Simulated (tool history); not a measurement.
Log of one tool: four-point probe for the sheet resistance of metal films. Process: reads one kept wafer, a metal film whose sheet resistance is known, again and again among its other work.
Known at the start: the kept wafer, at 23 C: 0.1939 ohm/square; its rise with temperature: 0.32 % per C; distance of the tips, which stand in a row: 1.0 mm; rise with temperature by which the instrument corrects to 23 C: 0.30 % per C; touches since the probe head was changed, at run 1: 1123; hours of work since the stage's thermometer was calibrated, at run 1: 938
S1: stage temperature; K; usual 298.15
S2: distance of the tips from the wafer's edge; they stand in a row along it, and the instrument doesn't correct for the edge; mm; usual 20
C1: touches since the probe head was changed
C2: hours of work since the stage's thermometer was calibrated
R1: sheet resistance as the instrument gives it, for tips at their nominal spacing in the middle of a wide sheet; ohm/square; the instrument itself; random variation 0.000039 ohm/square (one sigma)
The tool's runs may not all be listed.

Run 1, hour 0: usual settings; C1 1123; C2 938. Result: R1 0.194099 ohm/square.
Run 2, hour 13.5: usual settings; C1 1442; C2 945. Result: R1 0.194292 ohm/square.
Run 3, hour 30.5: usual settings; C1 1841; C2 954. Result: R1 0.194188 ohm/square.
Run 4, hour 52.3: usual settings; C1 2356; C2 965. Result: R1 0.194218 ohm/square.
Run 5, hour 74: usual settings but S1 291.15 K; C1 2866; C2 976. Result: R1 0.193965 ohm/square.
Run 6, hour 95.6: usual settings but S1 291.15 K; C1 3373; C2 987. Result: R1 0.194038 ohm/square.
Run 7, hour 116: usual settings but S1 291.15 K; C1 3854; C2 997. Result: R1 0.194033 ohm/square.
Run 8, hour 127.9: usual settings but S1 291.15 K; C1 4135; C2 1004. Result: R1 0.194006 ohm/square.
Run 9, hour 145.6: usual settings but S1 291.15 K; C1 4552; C2 1013. Result: R1 0.194022 ohm/square.
Run 10, hour 163: usual settings but S1 291.15 K; C1 4960; C2 1021. Result: R1 0.193991 ohm/square.
Run 11, hour 183.2: usual settings but S2 57 mm; C1 5436; C2 1032. Result: R1 0.194108 ohm/square.
Run 12, hour 194: usual settings but S2 57 mm; C1 5690; C2 1037. Result: R1 0.193979 ohm/square.
Run 13, hour 205.5: usual settings but S2 57 mm; C1 5962; C2 1043. Result: R1 0.194071 ohm/square.
Run 14, hour 220.5: usual settings but S1 292.15 K; C1 6314; C2 1051. Result: R1 0.194093 ohm/square.
Run 15, hour 232: usual settings but S1 292.15 K; C1 6586; C2 1057. Result: R1 0.194108 ohm/square.
Run 16, hour 248.8: usual settings but S1 305.15 K; C1 6981; C2 1065. Result: R1 0.1946 ohm/square.
Run 17, hour 266.5: usual settings; C1 7398; C2 1074. Result: R1 0.194392 ohm/square.
Run 18, hour 276.9: usual settings but S1 293.15 K; C1 7643; C2 1080. Result: R1 0.19408 ohm/square.
Run 19, hour 288.8: usual settings but S1 293.15 K; C1 7923; C2 1086. Result: R1 0.194219 ohm/square.
Run 20, hour 311.3: usual settings but S1 293.15 K; C1 8453; C2 1097. Result: R1 0.194168 ohm/square.
Run 21, hour 333.9: usual settings but S1 293.15 K; C1 8983; C2 1109. Result: R1 0.194225 ohm/square.
Run 22, hour 343.6: usual settings; C1 9212; C2 1114. Result: R1 0.194348 ohm/square.
Run 23, hour 356.4: usual settings; C1 9515; C2 1120. Result: R1 0.194372 ohm/square.
Run 24, hour 379.4: usual settings; C1 10056; C2 1132. Result: R1 0.194373 ohm/square.
Run 25, hour 394.7: usual settings but S2 18 mm; C1 10415; C2 1140. Result: R1 0.194511 ohm/square.
Run 26, hour 407.6: usual settings but S1 292.15 K, S2 68 mm; C1 10720; C2 1146. Result: R1 0.193971 ohm/square.
Run 27, hour 419.3: usual settings but S1 305.15 K, S2 18 mm; C1 10994; C2 1152. Result: R1 0.194743 ohm/square.
Run 28, hour 436.9: usual settings but S1 296.15 K, S2 39 mm; C1 11409; C2 1161. Result: R1 0.194159 ohm/square.
Run 29, hour 452: usual settings but S1 304.15 K, S2 8 mm; C1 11766; C2 1169. Result: R1 0.196048 ohm/square.
Run 30, hour 465.2: usual settings but S1 303.15 K, S2 15 mm; C1 12076; C2 1176. Result: R1 0.194814 ohm/square.
Run 31, hour 482.6: usual settings but S1 299.15 K, S2 22 mm; C1 12486; C2 1185. Result: R1 0.194462 ohm/square.
Run 32, hour 504: usual settings but S1 295.15 K, S2 6 mm; C1 12990; C2 1195. Result: R1 0.197019 ohm/square.
Run 33, hour 519.6: usual settings but S1 291.15 K; C1 13357; C2 1203. Result: R1 0.194268 ohm/square.
Run 34, hour 540.7: usual settings but S1 305.15 K, S2 18 mm; C1 13852; C2 1214. Result: R1 0.194751 ohm/square.
Run 35, hour 551.9: usual settings but S1 305.15 K, S2 18 mm; C1 14116; C2 1220. Result: R1 0.194833 ohm/square.
Run 36, hour 561.4: usual settings but S1 292.15 K, S2 35 mm; C1 14340; C2 1225. Result: R1 0.194146 ohm/square.
Run 37, hour 583.2: usual settings but S1 295.15 K, S2 48 mm; C1 14854; C2 1236. Result: R1 0.194191 ohm/square.
Run 38, hour 596.9: usual settings but S1 307.15 K; C1 15177; C2 1243. Result: R1 0.194791 ohm/square.
Run 39, hour 612: usual settings but S1 297.15 K, S2 9 mm; C1 15533; C2 1251. Result: R1 0.195491 ohm/square.
Run 40, hour 631.8: usual settings but S1 297.15 K, S2 9 mm; C1 15997; C2 1261. Result: R1 0.195572 ohm/square.
Run 41, hour 642.6: usual settings but S1 291.15 K, S2 3 mm; C1 16252; C2 1266. Result: R1 0.205006 ohm/square.
Run 42, hour 660.6: usual settings but S1 291.15 K, S2 3 mm; C1 16676; C2 1275. Result: R1 0.204966 ohm/square.
Run 43, hour 673.4: usual settings but S1 307.15 K, S2 9 mm; C1 16976; C2 1282. Result: R1 0.195944 ohm/square.
Run 44, hour 685.1: usual settings but S1 308.15 K, S2 29 mm; C1 17254; C2 1288. Result: R1 0.194782 ohm/square.
Run 45, hour 706.9: usual settings but S2 4 mm; C1 17767; C2 1299. Result: R1 0.200648 ohm/square.
Run 46, hour 720.2: usual settings but S1 292.15 K, S2 41 mm; C1 18079; C2 1306. Result: R1 0.194225 ohm/square.

Hidden state or all else? Some run-to-run changes of R1, split into what the settings, what came in and random variation would give without the hidden state, and what is left for the hidden state (with any gauge scatter that isn't in both results):
The hidden state here: inner tips' distance over the nominal, %; tips' flats over new ones', %; wafer's true temperature over the reading, C; drift of the gauge itself on sheet_ohm, %.
Run 40 -> 41: S1 297.15 -> 291.15, S2 9 -> 3. R1 +0.009434 ohm/square: hidden state +0.000028, all else +0.009406.
Run 42 -> 43: S1 291.15 -> 307.15, S2 3 -> 9. R1 -0.009022 ohm/square: hidden state -0.000021, all else -0.009001.
Run 44 -> 45: S1 308.15 -> 298.15, S2 29 -> 4. R1 +0.005866 ohm/square: hidden state +0.000032, all else +0.005834.
Run 45 -> 46: S1 298.15 -> 292.15, S2 4 -> 41. R1 -0.006423 ohm/square: hidden state +0.000001, all else -0.006424.

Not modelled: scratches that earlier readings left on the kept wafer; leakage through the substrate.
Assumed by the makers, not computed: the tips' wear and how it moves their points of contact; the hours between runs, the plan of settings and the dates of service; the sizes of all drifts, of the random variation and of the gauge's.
